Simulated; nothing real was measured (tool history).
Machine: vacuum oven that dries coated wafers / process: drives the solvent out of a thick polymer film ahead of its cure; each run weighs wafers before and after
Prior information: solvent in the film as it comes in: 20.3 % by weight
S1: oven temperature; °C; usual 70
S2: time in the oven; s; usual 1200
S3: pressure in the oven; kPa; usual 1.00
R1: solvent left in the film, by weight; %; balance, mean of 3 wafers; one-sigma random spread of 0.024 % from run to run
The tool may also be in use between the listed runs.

run	hour	S1	S2	S3	R1
1	0.0	70	1200	1.00	1.13
2	28.0	70	1200	1.08	1.12
3	39.5	70	1200	2.28	1.57
4	50.9	70	1200	2.28	1.56
5	64.0	70	1200	1.74	1.32
6	84.6	70	1200	1.74	1.35
7	102.4	70	1200	1.00	1.09
8	113.9	70	1200	0.86	1.03
9	127.9	70	1200	0.86	1.03
10	142.4	70	1200	0.86	1.06
11	165.6	70	1200	0.99	1.10
12	181.8	70	1200	0.99	1.14
13	207.4	66	1200	0.99	1.97
14	229.9	70	1560	1.00	0.62
15	252.0	70	660	1.00	3.28
16	269.9	70	660	1.00	3.27
17	297.7	57	1200	1.00	5.25
18	321.5	57	1200	1.00	5.26
19	340.8	57	1200	1.00	5.27
20	356.4	57	1200	1.00	5.29
21	384.7	57	1200	1.94	5.79
22	400.7	57	1200	1.94	5.79
23	421.1	70	1200	2.73	1.66
24	449.4	70	1200	2.73	1.66
25	477.1	59	1500	2.16	3.83
26	499.8	77	1200	1.00	0.33
27	525.3	60	2040	0.75	1.60
28	546.7	60	2100	1.59	1.97
29	571.8	60	2100	1.59	1.99
30	585.2	60	780	1.59	6.72
31	610.6	60	780	1.51	6.65
32	625.7	58	600	1.87	9.24
33	647.8	58	600	1.15	8.97
34	662.1	84	1440	1.39	0.29
35	679.4	56	600	2.42	10.18
36	707.5	56	1200	2.42	6.47
37	727.0	56	1200	2.42	6.52
38	744.4	56	1200	2.42	6.44
39	765.8	70	1200	1.48	1.26
40	786.4	62	1380	1.48	2.83
41	812.3	67	1380	1.48	1.49

5 ways to go on from here, each from the tool as it stands after run 41. What would each give?
A	835.8	55	780	2.60	?
B	835.8	61	1980	1.21	?
C	835.8	81	780	0.78	?
D	835.8	72	660	1.84	?
E	835.8	83	600	1.48	?

run	R1
A	9.36
B	1.69
C	0.41
D	2.93
E	0.75
With the hidden condition removed and each run's random variation left untouched, the same runs would have given:
run	R1
A	9.37
B	1.70
C	0.42
D	2.94
E	0.75
